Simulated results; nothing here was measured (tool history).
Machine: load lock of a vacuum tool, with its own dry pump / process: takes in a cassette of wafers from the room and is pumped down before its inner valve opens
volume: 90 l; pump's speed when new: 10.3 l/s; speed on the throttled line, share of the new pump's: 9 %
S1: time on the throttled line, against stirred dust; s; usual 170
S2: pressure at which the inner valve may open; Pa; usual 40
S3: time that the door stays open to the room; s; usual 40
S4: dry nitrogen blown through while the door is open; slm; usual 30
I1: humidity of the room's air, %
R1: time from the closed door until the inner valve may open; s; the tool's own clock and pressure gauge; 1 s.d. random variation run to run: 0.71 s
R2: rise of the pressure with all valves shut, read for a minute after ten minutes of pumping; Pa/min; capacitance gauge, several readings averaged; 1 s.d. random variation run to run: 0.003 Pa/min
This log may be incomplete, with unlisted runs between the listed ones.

{"run": 1, "hour": 0.0, "S1": 170, "S2": 40, "S3": 40, "S4": 30, "I1": 46.4, "R1": 224.3, "R2": 0.429}
{"run": 2, "hour": 341.8, "S1": 170, "S2": 39, "S3": 40, "S4": 30, "I1": 46.9, "R1": 224.5, "R2": 0.447}
{"run": 3, "hour": 966.0, "S1": 107, "S2": 39, "S3": 40, "S4": 30, "I1": 47.9, "R1": 167.3, "R2": 0.457}
{"run": 4, "hour": 1249.6, "S1": 107, "S2": 39, "S3": 40, "S4": 30, "I1": 49.8, "R1": 167.2, "R2": 0.469}
{"run": 5, "hour": 1770.5, "S1": 107, "S2": 39, "S3": 40, "S4": 30, "I1": 41.9, "R1": 167.1, "R2": 0.505}
{"run": 6, "hour": 2270.8, "S1": 107, "S2": 39, "S3": 40, "S4": 30, "I1": 42.7, "R1": 167.2, "R2": 0.504}
{"run": 7, "hour": 2673.5, "S1": 170, "S2": 40, "S3": 40, "S4": 30, "I1": 43.8, "R1": 225.6, "R2": 0.531}
{"hour": 2927.2, "done": "door's seal changed, seat wiped"}
{"run": 8, "hour": 3290.8, "S1": 170, "S2": 40, "S3": 40, "S4": 30, "I1": 43.3, "R1": 224.9, "R2": 0.018}
{"run": 9, "hour": 3614.1, "S1": 170, "S2": 40, "S3": 40, "S4": 30, "I1": 43.4, "R1": 225.7, "R2": 0.02}
{"run": 10, "hour": 3996.6, "S1": 170, "S2": 40, "S3": 40, "S4": 30, "I1": 46.4, "R1": 224.6, "R2": 0.028}
{"run": 11, "hour": 4616.7, "S1": 170, "S2": 40, "S3": 40, "S4": 30, "I1": 45.2, "R1": 226.4, "R2": 0.039}
{"run": 12, "hour": 4881.1, "S1": 170, "S2": 40, "S3": 40, "S4": 30, "I1": 46.6, "R1": 227, "R2": 0.039}
{"run": 13, "hour": 5482.8, "S1": 170, "S2": 40, "S3": 40, "S4": 30, "I1": 44.2, "R1": 226.3, "R2": 0.044}
{"run": 14, "hour": 5953.9, "S1": 170, "S2": 40, "S3": 40, "S4": 30, "I1": 46.9, "R1": 226.7, "R2": 0.051}
{"run": 15, "hour": 6400.5, "S1": 170, "S2": 40, "S3": 40, "S4": 30, "I1": 41, "R1": 228.6, "R2": 0.057}
{"run": 16, "hour": 6862.5, "S1": 170, "S2": 40, "S3": 40, "S4": 6, "I1": 44.2, "R1": 228.3, "R2": 0.08}
{"run": 17, "hour": 7199.5, "S1": 170, "S2": 40, "S3": 40, "S4": 6, "I1": 43.6, "R1": 227.9, "R2": 0.089}
{"run": 18, "hour": 7844.4, "S1": 170, "S2": 40, "S3": 40, "S4": 30, "I1": 45.8, "R1": 227.6, "R2": 0.084}
{"run": 19, "hour": 8429.6, "S1": 172, "S2": 40, "S3": 40, "S4": 30, "I1": 44.3, "R1": 230.8, "R2": 0.094}
{"run": 20, "hour": 8871.6, "S1": 221, "S2": 61, "S3": 97, "S4": 4, "I1": 43.9, "R1": 271.2, "R2": 0.138}
{"run": 21, "hour": 9189.9, "S1": 221, "S2": 61, "S3": 97, "S4": 4, "I1": 41.7, "R1": 270.6, "R2": 0.142}
{"run": 22, "hour": 9785.9, "S1": 124, "S2": 50, "S3": 142, "S4": 10, "I1": 43.2, "R1": 184.8, "R2": 0.162}
{"run": 23, "hour": 10371.7, "S1": 195, "S2": 40, "S3": 40, "S4": 10, "I1": 45.2, "R1": 252.5, "R2": 0.137}
{"run": 24, "hour": 10827.6, "S1": 195, "S2": 40, "S3": 40, "S4": 10, "I1": 44.1, "R1": 253, "R2": 0.152}
{"run": 25, "hour": 11156.6, "S1": 100, "S2": 43, "S3": 157, "S4": 39, "I1": 46, "R1": 166.5, "R2": 0.171}
{"run": 26, "hour": 11553.5, "S1": 100, "S2": 43, "S3": 157, "S4": 39, "I1": 44.3, "R1": 166.2, "R2": 0.184}
{"hour": 12162.5, "done": "dry pump taken out, an overhauled one fitted"}
{"run": 27, "hour": 12201.5, "S1": 109, "S2": 40, "S3": 133, "S4": 21, "I1": 47.8, "R1": 168.5, "R2": 0.212}
{"run": 28, "hour": 12527.7, "S1": 165, "S2": 69, "S3": 124, "S4": 24, "I1": 46, "R1": 215.4, "R2": 0.214}
{"run": 29, "hour": 13002.3, "S1": 170, "S2": 36, "S3": 76, "S4": 30, "I1": 46.5, "R1": 225.3, "R2": 0.212}
{"run": 30, "hour": 13300.7, "S1": 170, "S2": 36, "S3": 125, "S4": 30, "I1": 45, "R1": 226.1, "R2": 0.231}
{"run": 31, "hour": 13810.0, "S1": 128, "S2": 33, "S3": 181, "S4": 8, "I1": 47.9, "R1": 189, "R2": 0.282}
{"run": 32, "hour": 14132.4, "S1": 128, "S2": 60, "S3": 181, "S4": 8, "I1": 50, "R1": 183.3, "R2": 0.302}
{"run": 33, "hour": 14600.3, "S1": 128, "S2": 60, "S3": 181, "S4": 8, "I1": 46.2, "R1": 183.2, "R2": 0.3}
{"run": 34, "hour": 15228.5, "S1": 128, "S2": 60, "S3": 181, "S4": 8, "I1": 46, "R1": 184.4, "R2": 0.323}
{"run": 35, "hour": 15551.3, "S1": 137, "S2": 77, "S3": 59, "S4": 39, "I1": 46.2, "R1": 190.6, "R2": 0.28}
{"run": 36, "hour": 15899.8, "S1": 137, "S2": 65, "S3": 59, "S4": 39, "I1": 46.6, "R1": 191.3, "R2": 0.292}
{"run": 37, "hour": 16344.7, "S1": 122, "S2": 33, "S3": 59, "S4": 15, "I1": 45.8, "R1": 184, "R2": 0.321}

Branching from run 37: 3 alternative next runs. What would each branch give?
{"run": "A", "hour": 16922.3, "S1": 122, "S2": 33, "S3": 59, "S4": 17, "I1": 47.2, "R1": "?", "R2": "?"}
{"run": "B", "hour": 16922.3, "S1": 87, "S2": 33, "S3": 31, "S4": 15, "I1": 44.3, "R1": "?", "R2": "?"}
{"run": "C", "hour": 16922.3, "S1": 327, "S2": 40, "S3": 83, "S4": 30, "I1": 46.2, "R1": "?", "R2": "?"}

run=A R1=184.7 R2=0.337
run=B R1=153.1 R2=0.326
run=C R1=369 R2=0.33
With no hidden state in the tool, these same runs would have given:
run=A R1=181.6 R2=0.031
run=B R1=149.8 R2=0.02
run=C R1=366.9 R2=0.023
